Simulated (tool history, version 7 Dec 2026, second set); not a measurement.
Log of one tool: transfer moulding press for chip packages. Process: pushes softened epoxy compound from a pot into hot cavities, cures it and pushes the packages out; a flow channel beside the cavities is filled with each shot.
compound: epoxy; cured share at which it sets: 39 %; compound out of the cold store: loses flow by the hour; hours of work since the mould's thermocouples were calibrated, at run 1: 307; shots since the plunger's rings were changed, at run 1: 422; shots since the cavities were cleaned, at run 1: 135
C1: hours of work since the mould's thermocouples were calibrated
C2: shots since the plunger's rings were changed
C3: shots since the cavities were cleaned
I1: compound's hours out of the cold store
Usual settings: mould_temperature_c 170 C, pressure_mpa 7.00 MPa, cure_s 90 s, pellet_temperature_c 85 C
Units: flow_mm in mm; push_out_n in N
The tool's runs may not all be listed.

run 1 hour=0.0 | mould_temperature_c=170 pressure_mpa=7.00 cure_s=90 pellet_temperature_c=85 | C1=307 C2=422 C3=135 | I1=14.0 | flow_mm=932 push_out_n=458
run 2 hour=12.4 | mould_temperature_c=170 pressure_mpa=7.00 cure_s=104 pellet_temperature_c=85 | C1=316 C2=612 C3=325 | I1=25.8 | flow_mm=877 push_out_n=468
run 3 hour=23.7 | mould_temperature_c=172 pressure_mpa=7.00 cure_s=104 pellet_temperature_c=85 | C1=324 C2=783 C3=496 | I1=38.3 | flow_mm=797 push_out_n=502
run 4 hour=33.4 | mould_temperature_c=172 pressure_mpa=7.00 cure_s=104 pellet_temperature_c=85 | C1=331 C2=931 C3=644 | I1=16.6 | flow_mm=907 push_out_n=520
run 5 hour=41.7 | mould_temperature_c=172 pressure_mpa=7.00 cure_s=104 pellet_temperature_c=85 | C1=337 C2=1058 C3=771 | I1=25.7 | flow_mm=856 push_out_n=535
run 6 hour=48.7 | mould_temperature_c=172 pressure_mpa=7.00 cure_s=104 pellet_temperature_c=85 | C1=342 C2=1165 C3=878 | I1=43.3 | flow_mm=775 push_out_n=525
run 7 hour=61.2 | mould_temperature_c=170 pressure_mpa=7.00 cure_s=90 pellet_temperature_c=85 | C1=351 C2=1356 C3=1069 | I1=22.7 | flow_mm=871 push_out_n=638
-- hour=68.1 cavities cleaned with cleaning compound and waxed
run 8 hour=75.8 | mould_temperature_c=170 pressure_mpa=7.00 cure_s=90 pellet_temperature_c=85 | C1=360 C2=1556 C3=118 | I1=13.5 | flow_mm=909 push_out_n=479
run 9 hour=86.7 | mould_temperature_c=170 pressure_mpa=7.00 cure_s=90 pellet_temperature_c=85 | C1=368 C2=1723 C3=285 | I1=16.0 | flow_mm=895 push_out_n=534
run 10 hour=96.0 | mould_temperature_c=170 pressure_mpa=7.00 cure_s=90 pellet_temperature_c=85 | C1=375 C2=1864 C3=426 | I1=28.9 | flow_mm=837 push_out_n=544
run 11 hour=107.7 | mould_temperature_c=170 pressure_mpa=7.00 cure_s=90 pellet_temperature_c=85 | C1=384 C2=2043 C3=605 | I1=45.6 | flow_mm=761 push_out_n=572
run 12 hour=120.6 | mould_temperature_c=170 pressure_mpa=7.00 cure_s=90 pellet_temperature_c=85 | C1=393 C2=2240 C3=802 | I1=20.1 | flow_mm=864 push_out_n=621
run 13 hour=129.1 | mould_temperature_c=170 pressure_mpa=7.00 cure_s=90 pellet_temperature_c=85 | C1=399 C2=2370 C3=932 | I1=26.9 | flow_mm=826 push_out_n=612
run 14 hour=141.8 | mould_temperature_c=177 pressure_mpa=7.00 cure_s=90 pellet_temperature_c=85 | C1=408 C2=2563 C3=1125 | I1=29.3 | flow_mm=800 push_out_n=579
-- hour=145.6 cavities cleaned with cleaning compound and waxed
run 15 hour=150.3 | mould_temperature_c=177 pressure_mpa=7.00 cure_s=90 pellet_temperature_c=85 | C1=413 C2=2671 C3=73 | I1=28.9 | flow_mm=799 push_out_n=390
run 16 hour=159.2 | mould_temperature_c=177 pressure_mpa=6.18 cure_s=114 pellet_temperature_c=85 | C1=420 C2=2806 C3=208 | I1=22.9 | flow_mm=771 push_out_n=437
run 17 hour=173.3 | mould_temperature_c=167 pressure_mpa=7.00 cure_s=90 pellet_temperature_c=85 | C1=430 C2=3022 C3=424 | I1=25.2 | flow_mm=838 push_out_n=632
run 18 hour=183.4 | mould_temperature_c=177 pressure_mpa=6.74 cure_s=90 pellet_temperature_c=80 | C1=437 C2=3176 C3=578 | I1=11.9 | flow_mm=871 push_out_n=512
run 19 hour=193.1 | mould_temperature_c=177 pressure_mpa=6.74 cure_s=90 pellet_temperature_c=80 | C1=444 C2=3323 C3=725 | I1=29.8 | flow_mm=762 push_out_n=522
run 20 hour=205.4 | mould_temperature_c=170 pressure_mpa=7.00 cure_s=84 pellet_temperature_c=79 | C1=453 C2=3512 C3=914 | I1=20.4 | flow_mm=858 push_out_n=698
run 21 hour=212.7 | mould_temperature_c=177 pressure_mpa=6.80 cure_s=90 pellet_temperature_c=85 | C1=459 C2=3622 C3=1024 | I1=28.2 | flow_mm=771 push_out_n=575
run 22 hour=220.5 | mould_temperature_c=168 pressure_mpa=8.09 cure_s=73 pellet_temperature_c=87 | C1=464 C2=3741 C3=1143 | I1=36.7 | flow_mm=818 push_out_n=936
-- hour=222.7 cavities cleaned with cleaning compound and waxed
run 23 hour=231.1 | mould_temperature_c=168 pressure_mpa=8.09 cure_s=73 pellet_temperature_c=87 | C1=471 C2=3881 C3=128 | I1=9.6 | flow_mm=958 push_out_n=764
run 24 hour=241.9 | mould_temperature_c=168 pressure_mpa=8.09 cure_s=73 pellet_temperature_c=87 | C1=479 C2=4046 C3=293 | I1=14.3 | flow_mm=935 push_out_n=814
-- hour=252.4 plunger's sealing rings changed
run 25 hour=255.5 | mould_temperature_c=168 pressure_mpa=8.09 cure_s=73 pellet_temperature_c=87 | C1=487 C2=48 C3=462 | I1=18.3 | flow_mm=990 push_out_n=868
run 26 hour=265.6 | mould_temperature_c=174 pressure_mpa=7.00 cure_s=82 pellet_temperature_c=94 | C1=494 C2=202 C3=616 | I1=24.5 | flow_mm=869 push_out_n=556
run 27 hour=276.8 | mould_temperature_c=173 pressure_mpa=6.05 cure_s=91 pellet_temperature_c=83 | C1=502 C2=374 C3=788 | I1=22.5 | flow_mm=822 push_out_n=573

Forecast run 28:
run 28 hour=284.8 | mould_temperature_c=173 pressure_mpa=6.63 cure_s=91 pellet_temperature_c=83 | C1=508 C2=495 C3=909 | I1=12.4 | flow_mm=? push_out_n=?

Run 28 gave flow_mm 885 mm, push_out_n 583 N.
Without the tool's hidden state the same run would have given flow_mm 895 mm, push_out_n 394 N.
